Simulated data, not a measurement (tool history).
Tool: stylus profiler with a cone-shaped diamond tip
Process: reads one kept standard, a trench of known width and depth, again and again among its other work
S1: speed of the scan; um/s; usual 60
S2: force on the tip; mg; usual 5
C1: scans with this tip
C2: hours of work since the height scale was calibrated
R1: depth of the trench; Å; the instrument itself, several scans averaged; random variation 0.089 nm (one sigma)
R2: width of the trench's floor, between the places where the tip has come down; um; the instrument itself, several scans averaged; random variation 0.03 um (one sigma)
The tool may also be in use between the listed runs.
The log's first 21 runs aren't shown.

run 22 day=74.779 | S1=15 S2=3.65 | C1=6583 C2=1559 | R1=1005.9 R2=98.51
run 23 day=77.692 | S1=15 S2=3.65 | C1=6818 C2=1614 | R1=1006.7 R2=98.51
run 24 day=81.271 | S1=79 S2=2.58 | C1=7105 C2=1682 | R1=1002.1 R2=98.18
run 25 day=83.621 | S1=80 S2=7.12 | C1=7294 C2=1727 | R1=1012.1 R2=98.29
run 26 day=85.696 | S1=80 S2=7.12 | C1=7461 C2=1767 | R1=1010.2 R2=98.28
run 27 day=89.962 | S1=34 S2=6.01 | C1=7804 C2=1848 | R1=1008.9 R2=98.44
run 28 day=92.571 | S1=16 S2=10.02 | C1=8014 C2=1898 | R1=1014.9 R2=98.53
run 29 day=95.946 | S1=195 S2=12.87 | C1=8286 C2=1962 | R1=1016.3 R2=98.05
run 30 day=98.425 | S1=195 S2=12.87 | C1=8485 C2=2009 | R1=1018.9 R2=98.08
run 31 day=102.771 | S1=195 S2=12.87 | C1=8834 C2=2092 | R1=1019.3 R2=98.09
run 32 day=107.104 | S1=233 S2=4.96 | C1=9183 C2=2174 | R1=1005.8 R2=97.7
run 33 day=110.596 | S1=60 S2=1.7 | C1=9464 C2=2241 | R1=997.7 R2=98.1
-- day=113.862 height scale calibrated on a step standard
run 34 day=114.242 | S1=70 S2=3.98 | C1=9755 C2=7 | R1=1011.5 R2=98.19
run 35 day=117.158 | S1=70 S2=3.98 | C1=9990 C2=63 | R1=1013.5 R2=98.24
run 36 day=119.083 | S1=74 S2=4.22 | C1=10145 C2=99 | R1=1012.3 R2=98.19
run 37 day=121.975 | S1=25 S2=1.94 | C1=10377 C2=155 | R1=1005.4 R2=98.32

Forecast each of these 4 alternatives for the next run:
run A day=124.717 | S1=18 S2=2.66 | C1=10598 C2=207 | R1=? R2=?
run B day=124.717 | S1=125 S2=5 | C1=10598 C2=207 | R1=? R2=?
run C day=124.717 | S1=27 S2=6.61 | C1=10598 C2=207 | R1=? R2=?
run D day=124.717 | S1=111 S2=1.94 | C1=10598 C2=207 | R1=? R2=?

run=A R1=1008.5 R2=98.34
run=B R1=1012.6 R2=97.98
run=C R1=1018.5 R2=98.36
run=D R1=1005.6 R2=97.84
Without the tool's hidden state the same runs would have given:
run=A R1=1009.1 R2=98.61
run=B R1=1013.2 R2=98.25
run=C R1=1019.1 R2=98.63
run=D R1=1006.2 R2=98.1
